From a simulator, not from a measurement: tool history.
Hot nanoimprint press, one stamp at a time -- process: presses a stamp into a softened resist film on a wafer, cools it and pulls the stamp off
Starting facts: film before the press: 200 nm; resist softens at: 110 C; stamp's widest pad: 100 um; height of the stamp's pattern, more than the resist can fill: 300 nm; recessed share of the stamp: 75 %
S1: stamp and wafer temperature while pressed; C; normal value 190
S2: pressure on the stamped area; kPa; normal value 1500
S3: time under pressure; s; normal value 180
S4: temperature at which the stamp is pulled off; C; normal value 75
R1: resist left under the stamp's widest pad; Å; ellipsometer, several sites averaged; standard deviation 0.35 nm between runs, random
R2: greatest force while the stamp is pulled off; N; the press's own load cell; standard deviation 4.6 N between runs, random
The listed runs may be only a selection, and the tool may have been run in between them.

run	day	S1	S2	S3	S4	R1	R2
1	0	190	1500	180	75	940	312
2	0.317	190	1500	180	75	947	314
3	0.621	190	1500	180	75	947	308
4	1.158	188	1500	180	75	1021	314
5	1.633	190	1500	180	62	953	416
6	1.967	190	1500	180	62	944	399
7	2.204	194	1500	180	75	823	316
8	2.758	194	1500	180	75	823	323
9	3	194	1500	180	75	822	332
10	3.375	194	1500	186	75	815	332
11	3.796	194	1500	186	75	819	329
12	4.246	194	1500	186	75	820	312
# day 4.75: stamp cleaned and given a new release coat
13	4.942	190	1500	249	75	851	235
14	5.171	190	1500	180	75	959	240
15	5.733	190	1500	180	75	960	241
16	5.975	190	1500	180	75	959	248
17	6.362	190	1990	294	75	699	249
18	6.867	190	1990	294	75	691	244
19	7.333	183	910	180	75	1457	247
20	7.596	183	1500	180	81	1227	211
21	8.142	183	1310	351	81	1071	217
22	8.592	183	1310	351	81	1067	226
23	8.854	183	2400	96	77	1219	241
24	9.408	190	1500	180	65	966	305
25	9.904	191	1500	180	75	940	258
26	10.358	191	1500	180	77	935	241
27	10.738	200	1500	140	61	749	337
28	11.217	190	2290	180	75	793	265
29	11.771	190	2290	180	75	789	268
# day 11.983: plate thermocouple calibrated
30	12.321	190	2290	180	75	752	262
31	12.675	190	2290	180	75	753	261

Predict each of these 3 candidate next runs independently; none follows another, all start after run 31:
A	13.067	190	2290	243	77	?	?
B	13.067	192	2290	180	74	?	?
C	13.067	190	1990	180	81	?	?

run	R1	R2
A	667	250
B	696	271
C	809	227
With the hidden condition removed and each run's random variation left untouched, the same runs would have given:
run	R1	R2
A	663	227
B	692	245
C	805	206
